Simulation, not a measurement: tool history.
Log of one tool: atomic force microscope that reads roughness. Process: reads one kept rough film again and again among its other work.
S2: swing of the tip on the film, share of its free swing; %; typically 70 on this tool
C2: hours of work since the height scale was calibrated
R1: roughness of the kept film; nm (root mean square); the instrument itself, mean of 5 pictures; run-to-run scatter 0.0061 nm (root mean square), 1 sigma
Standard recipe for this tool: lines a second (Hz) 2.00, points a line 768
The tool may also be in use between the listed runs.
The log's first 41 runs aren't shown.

{"run": 42, "hour": 1378.7, "lines a second (Hz)": 0.83, "S2": 68, "points a line": 499, "pictures with this tip": 114, "C2": 246, "R1": 1.138}
{"run": 43, "hour": 1404.5, "lines a second (Hz)": 2.19, "S2": 58, "points a line": 768, "pictures with this tip": 156, "C2": 263, "R1": 1.119}
{"run": 44, "hour": 1427.3, "lines a second (Hz)": 2.0, "S2": 62, "points a line": 605, "pictures with this tip": 193, "C2": 279, "R1": 1.093}
{"run": 45, "hour": 1448.2, "lines a second (Hz)": 3.22, "S2": 59, "points a line": 768, "pictures with this tip": 227, "C2": 293, "R1": 1.055}
{"run": 46, "hour": 1488.6, "lines a second (Hz)": 0.75, "S2": 79, "points a line": 768, "pictures with this tip": 293, "C2": 321, "R1": 1.052}
{"hour": 1494.8, "done": "new tip fitted"}
{"run": 47, "hour": 1520.2, "lines a second (Hz)": 0.99, "S2": 59, "points a line": 498, "pictures with this tip": 41, "C2": 342, "R1": 1.191}
{"run": 48, "hour": 1547.9, "lines a second (Hz)": 2.79, "S2": 63, "points a line": 338, "pictures with this tip": 86, "C2": 361, "R1": 1.113}
{"run": 49, "hour": 1574.3, "lines a second (Hz)": 2.79, "S2": 63, "points a line": 338, "pictures with this tip": 128, "C2": 379, "R1": 1.084}
{"run": 50, "hour": 1596.8, "lines a second (Hz)": 0.77, "S2": 70, "points a line": 897, "pictures with this tip": 165, "C2": 394, "R1": 1.118}
{"run": 51, "hour": 1639.2, "lines a second (Hz)": 0.77, "S2": 70, "points a line": 897, "pictures with this tip": 234, "C2": 423, "R1": 1.092}
{"run": 52, "hour": 1677.9, "lines a second (Hz)": 0.53, "S2": 70, "points a line": 768, "pictures with this tip": 296, "C2": 450, "R1": 1.073}

Consider 3 possible next runs. They are alternatives, not a sequence: every one starts from the tool as it was left by run 52. What does each give?
{"hour": 1682.6, "done": "new tip fitted"}
{"run": "A", "hour": 1702.9, "lines a second (Hz)": 3.25, "S2": 61, "points a line": 502, "pictures with this tip": 33, "C2": 466, "R1": "?"}
{"hour": 1682.6, "done": "new tip fitted"}
{"run": "B", "hour": 1702.9, "lines a second (Hz)": 1.07, "S2": 85, "points a line": 908, "pictures with this tip": 33, "C2": 466, "R1": "?"}
{"hour": 1682.6, "done": "new tip fitted"}
{"run": "C", "hour": 1702.9, "lines a second (Hz)": 2.77, "S2": 70, "points a line": 768, "pictures with this tip": 33, "C2": 466, "R1": "?"}

run=A R1=1.135
run=B R1=1.128
run=C R1=1.112
Take away the tool's hidden state, keep each run's random variation, and the runs would have read:
run=A R1=1.150
run=B R1=1.144
run=C R1=1.127
